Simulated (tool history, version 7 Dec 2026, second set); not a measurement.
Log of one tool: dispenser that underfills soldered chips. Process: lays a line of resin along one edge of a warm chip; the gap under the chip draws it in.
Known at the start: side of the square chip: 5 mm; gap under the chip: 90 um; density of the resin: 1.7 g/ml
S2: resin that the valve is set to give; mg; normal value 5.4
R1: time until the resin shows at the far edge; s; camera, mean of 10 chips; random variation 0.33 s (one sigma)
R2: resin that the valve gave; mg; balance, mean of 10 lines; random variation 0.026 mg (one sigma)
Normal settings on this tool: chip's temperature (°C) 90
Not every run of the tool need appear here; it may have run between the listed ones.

{"run": 1, "hour": 0.0, "chip's temperature (°C)": 90, "S2": 5.4, "R1": 15.6, "R2": 5.03}
{"run": 2, "hour": 4.6, "chip's temperature (°C)": 90, "S2": 5.4, "R1": 20, "R2": 5.08}
{"run": 3, "hour": 12.4, "chip's temperature (°C)": 90, "S2": 5.4, "R1": 32.5, "R2": 5.01}
{"hour": 15.7, "done": "new syringe of resin"}
{"run": 4, "hour": 21.8, "chip's temperature (°C)": 89, "S2": 5.4, "R1": 21.9, "R2": 4.98}
{"run": 5, "hour": 27.0, "chip's temperature (°C)": 90, "S2": 5.4, "R1": 28.2, "R2": 4.94}
{"hour": 29.5, "done": "dispensing valve cleaned and set on the balance"}
{"hour": 33.9, "done": "new syringe of resin"}
{"run": 6, "hour": 39.6, "chip's temperature (°C)": 90, "S2": 5.4, "R1": 20.1, "R2": 5.36}
{"run": 7, "hour": 44.8, "chip's temperature (°C)": 90, "S2": 5.4, "R1": 27.6, "R2": 5.32}
{"hour": 50.7, "done": "new syringe of resin"}
{"run": 8, "hour": 54.7, "chip's temperature (°C)": 90, "S2": 5.4, "R1": 18.2, "R2": 5.29}
{"run": 9, "hour": 64.4, "chip's temperature (°C)": 90, "S2": 5.4, "R1": 32.1, "R2": 5.31}
{"hour": 67.6, "done": "new syringe of resin"}
{"run": 10, "hour": 74.6, "chip's temperature (°C)": 84, "S2": 5.4, "R1": 29.1, "R2": 5.27}
{"run": 11, "hour": 80.7, "chip's temperature (°C)": 84, "S2": 5.4, "R1": 42.1, "R2": 5.29}
{"hour": 84.3, "done": "new syringe of resin"}
{"run": 12, "hour": 86.9, "chip's temperature (°C)": 84, "S2": 5.4, "R1": 22.4, "R2": 5.23}
{"run": 13, "hour": 93.7, "chip's temperature (°C)": 84, "S2": 5.4, "R1": 33.7, "R2": 5.24}
{"hour": 101.7, "done": "new syringe of resin"}
{"run": 14, "hour": 102.9, "chip's temperature (°C)": 84, "S2": 5.4, "R1": 21, "R2": 5.18}
{"run": 15, "hour": 112.7, "chip's temperature (°C)": 84, "S2": 5.4, "R1": 37.1, "R2": 5.18}
{"hour": 118.9, "done": "new syringe of resin"}
{"run": 16, "hour": 119.3, "chip's temperature (°C)": 84, "S2": 5.4, "R1": 19.8, "R2": 5.2}
{"run": 17, "hour": 126.1, "chip's temperature (°C)": 84, "S2": 5.4, "R1": 29.5, "R2": 5.15}
{"run": 18, "hour": 131.5, "chip's temperature (°C)": 84, "S2": 5.4, "R1": 40.7, "R2": 5.15}
{"hour": 135.9, "done": "new syringe of resin"}
{"run": 19, "hour": 139.5, "chip's temperature (°C)": 84, "S2": 5.4, "R1": 23.9, "R2": 5.1}
{"hour": 147.8, "done": "stage's temperature calibrated"}
{"run": 20, "hour": 151.5, "chip's temperature (°C)": 104, "S2": 5.7, "R1": 16.3, "R2": 5.35}
{"hour": 154.3, "done": "new syringe of resin"}
{"run": 21, "hour": 159.4, "chip's temperature (°C)": 85, "S2": 6.83, "R1": 21.6, "R2": 6.39}
{"hour": 171.2, "done": "new syringe of resin"}
{"run": 22, "hour": 171.2, "chip's temperature (°C)": 105, "S2": 6.7, "R1": 6.5, "R2": 6.25}
{"run": 23, "hour": 180.9, "chip's temperature (°C)": 105, "S2": 6.7, "R1": 12.1, "R2": 6.22}
{"hour": 188.4, "done": "new syringe of resin"}
{"run": 24, "hour": 189.2, "chip's temperature (°C)": 80, "S2": 5.89, "R1": 21.7, "R2": 5.49}
{"run": 25, "hour": 199.7, "chip's temperature (°C)": 80, "S2": 5.89, "R1": 41, "R2": 5.41}
{"hour": 205.3, "done": "new syringe of resin"}
{"run": 26, "hour": 208.6, "chip's temperature (°C)": 80, "S2": 6.17, "R1": 24.8, "R2": 5.65}
{"hour": 211.6, "done": "dispensing valve cleaned and set on the balance"}
{"run": 27, "hour": 215.2, "chip's temperature (°C)": 91, "S2": 5.97, "R1": 20, "R2": 5.98}
{"hour": 223.4, "done": "new syringe of resin"}
{"run": 28, "hour": 223.4, "chip's temperature (°C)": 91, "S2": 5.97, "R1": 12.4, "R2": 5.95}
{"run": 29, "hour": 228.7, "chip's temperature (°C)": 80, "S2": 5.17, "R1": 29, "R2": 5.13}
{"run": 30, "hour": 239.5, "chip's temperature (°C)": 94, "S2": 6.57, "R1": 28.2, "R2": 6.48}
{"hour": 240.3, "done": "new syringe of resin"}
{"run": 31, "hour": 246.1, "chip's temperature (°C)": 91, "S2": 6.57, "R1": 17, "R2": 6.5}
{"run": 32, "hour": 254.4, "chip's temperature (°C)": 86, "S2": 5.49, "R1": 37.2, "R2": 5.39}
{"hour": 257.1, "done": "new syringe of resin"}
{"run": 33, "hour": 265.8, "chip's temperature (°C)": 104, "S2": 6.37, "R1": 11.8, "R2": 6.21}
{"hour": 274.0, "done": "new syringe of resin"}
{"run": 34, "hour": 276.3, "chip's temperature (°C)": 95, "S2": 6.02, "R1": 12.3, "R2": 5.89}
{"run": 35, "hour": 284.7, "chip's temperature (°C)": 95, "S2": 6.02, "R1": 19.6, "R2": 5.81}
{"hour": 290.8, "done": "new syringe of resin"}
{"run": 36, "hour": 293.1, "chip's temperature (°C)": 95, "S2": 6.02, "R1": 12, "R2": 5.78}
{"run": 37, "hour": 298.6, "chip's temperature (°C)": 78, "S2": 5.14, "R1": 37.8, "R2": 4.97}

For some of the steps in R1 from one run to the next: how much would appear even if the tool had no hidden state, given the settings, what came in and random variation, and how much remains for the hidden state plus any gauge scatter that the measured result and the result without hidden state don't share?
Hidden state present: resin's viscosity, % of fresh resin's; dose that the valve gives, % of what is set; true chip temperature over the reading, C; drift of the gauge itself on fill_s, %; drift of the gauge itself on given_mg, %.
Run 11 -> 12: new syringe of resin. R1 -19.7 s: hidden state -19.4, all else -0.3.
Run 15 -> 16: new syringe of resin. R1 -17.3 s: hidden state -17.2, all else -0.1.
Run 24 -> 25: no setting changed, nothing entered. R1 +19.3 s: hidden state +18.9, all else +0.4.
Run 31 -> 32: chip's temperature (°C) 91 -> 86, S2 6.57 -> 5.49. R1 +20.2 s: hidden state +16, all else +4.2.
Run 32 -> 33: chip's temperature (°C) 86 -> 104, S2 5.49 -> 6.37, new syringe of resin. R1 -25.4 s: hidden state -16.1, all else -9.3.
Run 36 -> 37: chip's temperature (°C) 95 -> 78, S2 6.02 -> 5.14. R1 +25.8 s: hidden state +13, all else +12.8.

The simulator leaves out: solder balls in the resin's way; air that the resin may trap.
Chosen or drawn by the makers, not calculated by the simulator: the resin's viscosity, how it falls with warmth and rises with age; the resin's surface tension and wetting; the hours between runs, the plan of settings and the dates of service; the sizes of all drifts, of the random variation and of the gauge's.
